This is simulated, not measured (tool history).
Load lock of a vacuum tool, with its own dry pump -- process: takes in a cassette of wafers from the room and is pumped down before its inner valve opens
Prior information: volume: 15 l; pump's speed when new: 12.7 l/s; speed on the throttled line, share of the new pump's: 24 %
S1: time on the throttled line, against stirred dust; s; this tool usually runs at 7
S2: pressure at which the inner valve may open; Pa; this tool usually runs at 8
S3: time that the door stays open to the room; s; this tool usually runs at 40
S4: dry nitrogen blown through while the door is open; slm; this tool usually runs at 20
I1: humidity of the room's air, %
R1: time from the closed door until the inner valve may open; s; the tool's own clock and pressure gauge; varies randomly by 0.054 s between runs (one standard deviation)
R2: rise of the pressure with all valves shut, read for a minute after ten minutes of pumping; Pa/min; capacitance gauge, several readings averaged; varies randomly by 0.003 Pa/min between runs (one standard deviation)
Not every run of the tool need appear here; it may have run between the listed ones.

{"run": 1, "day": 0.0, "S1": 7, "S2": 8, "S3": 40, "S4": 20, "I1": 45.2, "R1": 16.43, "R2": 0.025}
{"run": 2, "day": 2.7, "S1": 7, "S2": 8, "S3": 40, "S4": 20, "I1": 45.9, "R1": 16.57, "R2": 0.032}
{"run": 3, "day": 4.546, "S1": 7, "S2": 8, "S3": 40, "S4": 20, "I1": 45.4, "R1": 16.57, "R2": 0.027}
{"run": 4, "day": 7.229, "S1": 7, "S2": 8, "S3": 148, "S4": 20, "I1": 43.0, "R1": 16.48, "R2": 0.042}
{"run": 5, "day": 10.354, "S1": 7, "S2": 8, "S3": 40, "S4": 30, "I1": 43.5, "R1": 16.57, "R2": 0.023}
{"run": 6, "day": 12.938, "S1": 7, "S2": 8, "S3": 40, "S4": 20, "I1": 47.2, "R1": 16.53, "R2": 0.032}
{"run": 7, "day": 14.583, "S1": 7, "S2": 8, "S3": 40, "S4": 20, "I1": 45.8, "R1": 16.49, "R2": 0.029}
{"run": 8, "day": 17.121, "S1": 7, "S2": 8, "S3": 40, "S4": 20, "I1": 50.8, "R1": 16.52, "R2": 0.031}
{"run": 9, "day": 20.492, "S1": 7, "S2": 8, "S3": 40, "S4": 20, "I1": 47.2, "R1": 16.52, "R2": 0.026}
{"run": 10, "day": 23.096, "S1": 7, "S2": 8, "S3": 40, "S4": 20, "I1": 43.9, "R1": 16.58, "R2": 0.028}
{"run": 11, "day": 25.708, "S1": 7, "S2": 8, "S3": 40, "S4": 20, "I1": 46.7, "R1": 16.6, "R2": 0.031}
{"run": 12, "day": 28.371, "S1": 7, "S2": 8, "S3": 40, "S4": 20, "I1": 48.1, "R1": 16.51, "R2": 0.034}
{"run": 13, "day": 31.708, "S1": 7, "S2": 9, "S3": 40, "S4": 20, "I1": 46.3, "R1": 16.4, "R2": 0.025}
{"run": 14, "day": 35.308, "S1": 7, "S2": 9, "S3": 40, "S4": 20, "I1": 46.7, "R1": 16.41, "R2": 0.03}
{"run": 15, "day": 37.646, "S1": 7, "S2": 9, "S3": 40, "S4": 20, "I1": 48.5, "R1": 16.43, "R2": 0.026}
{"run": 16, "day": 40.188, "S1": 7, "S2": 9, "S3": 40, "S4": 20, "I1": 44.5, "R1": 16.51, "R2": 0.028}
{"run": 17, "day": 42.833, "S1": 7, "S2": 9, "S3": 40, "S4": 20, "I1": 48.5, "R1": 16.4, "R2": 0.026}
{"run": 18, "day": 46.279, "S1": 7, "S2": 9, "S3": 40, "S4": 20, "I1": 47.9, "R1": 16.43, "R2": 0.023}
{"run": 19, "day": 48.562, "S1": 7, "S2": 9, "S3": 40, "S4": 20, "I1": 46.9, "R1": 16.41, "R2": 0.027}
{"run": 20, "day": 52.367, "S1": 7, "S2": 6, "S3": 36, "S4": 20, "I1": 43.0, "R1": 16.96, "R2": 0.026}

Predict the results of run 21:
{"run": 21, "day": 55.221, "S1": 7, "S2": 7, "S3": 149, "S4": 9, "I1": 45.7, "R1": "?", "R2": "?"}

R1: 16.71 s
R2: 0.070 Pa/min
If the tool had no hidden condition, the same run with the same run-to-run variation would have returned R1 16.71 s, R2 0.068 Pa/min.
